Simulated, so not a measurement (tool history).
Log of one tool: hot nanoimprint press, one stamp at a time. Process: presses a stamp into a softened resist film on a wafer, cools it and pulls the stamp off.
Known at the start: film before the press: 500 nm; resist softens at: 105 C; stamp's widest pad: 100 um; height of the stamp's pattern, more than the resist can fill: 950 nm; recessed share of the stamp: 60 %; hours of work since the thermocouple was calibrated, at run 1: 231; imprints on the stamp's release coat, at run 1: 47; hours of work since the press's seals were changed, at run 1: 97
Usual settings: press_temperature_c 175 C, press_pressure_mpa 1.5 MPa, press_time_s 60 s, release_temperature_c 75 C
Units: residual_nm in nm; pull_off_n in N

run,hour,press_temperature_c,press_pressure_mpa,press_time_s,release_temperature_c,hours of work since the thermocouple was calibrated,imprints on the stamp's release coat,hours of work since the press's seals were changed,residual_nm,pull_off_n
1,0,175,1.5,60,75,231,47,97,293.1,101
2,12.1,175,1.5,60,75,237,90,104,292.8,101
3,17.9,167,1.5,60,75,241,110,107,355.2,100
4,26.7,167,1.5,60,75,245,142,112,356,96
5,38.4,167,1.5,60,75,252,183,118,355.7,99
6,44.7,167,1.5,60,75,255,205,122,357.2,100
7,53.1,175,1.5,60,68,260,235,126,294.9,118
8,59.9,175,1.5,60,75,264,259,130,294.1,96
9,67.4,175,1.5,60,75,268,286,134,294.2,101
10,74.8,175,1.5,60,75,272,312,138,294.8,96
11,88.2,175,1.5,60,75,279,360,146,294.2,101
12,100.9,175,1.5,60,75,286,404,153,294.4,99
13,109.2,175,1.5,60,75,291,434,157,296.4,98
14,119.2,175,1.5,60,75,297,469,163,295.5,96
15,126.7,175,1.5,60,75,301,496,167,295.2,95
16,136.2,175,1.5,60,75,306,530,172,296.4,99
17,143.4,175,1.17,87,82,310,555,176,289.4,82
18,150.4,175,1.5,91,75,314,580,180,258,101
19,158.4,175,1.81,34,75,318,608,184,327.5,98
20,171.6,179,1.27,57,67,326,655,192,290,121
21,183.8,175,2.32,63,75,332,698,199,243.9,99
# hour 194.9: gauge calibrated
22,195.2,168,1.5,73,75,339,739,205,330.4,98
23,205.8,168,1.5,73,75,345,776,211,329.8,101
24,215.2,168,1.5,73,75,350,810,216,330.8,101
25,224.5,175,1.5,90,78,355,843,221,256.2,90
26,238.2,175,1.02,60,75,362,891,229,337.2,98
27,249.8,187,1.5,60,75,369,932,235,215.4,104
28,256.2,187,1.5,60,75,372,955,239,214.8,100
29,263.4,172,1.5,60,77,376,981,243,317.5,93
30,270.4,172,1.5,60,77,380,1006,246,317.9,96
31,277.2,172,1.5,60,77,384,1030,250,316.6,90

3 ways to go on from here, each from the tool as it stands after run 31. What would each give?
A,287.5,166,1.29,60,62,390,1066,256,?,?
B,287.5,164,1.71,60,65,390,1066,256,?,?
C,287.5,172,1.76,94,79,390,1066,256,?,?

run,residual_nm,pull_off_n
A,381.6,136
B,367.8,129
C,257.6,90
Without the tool's hidden state the same runs would have given:
run,residual_nm,pull_off_n
A,379.1,134
B,365.4,127
C,255.9,89

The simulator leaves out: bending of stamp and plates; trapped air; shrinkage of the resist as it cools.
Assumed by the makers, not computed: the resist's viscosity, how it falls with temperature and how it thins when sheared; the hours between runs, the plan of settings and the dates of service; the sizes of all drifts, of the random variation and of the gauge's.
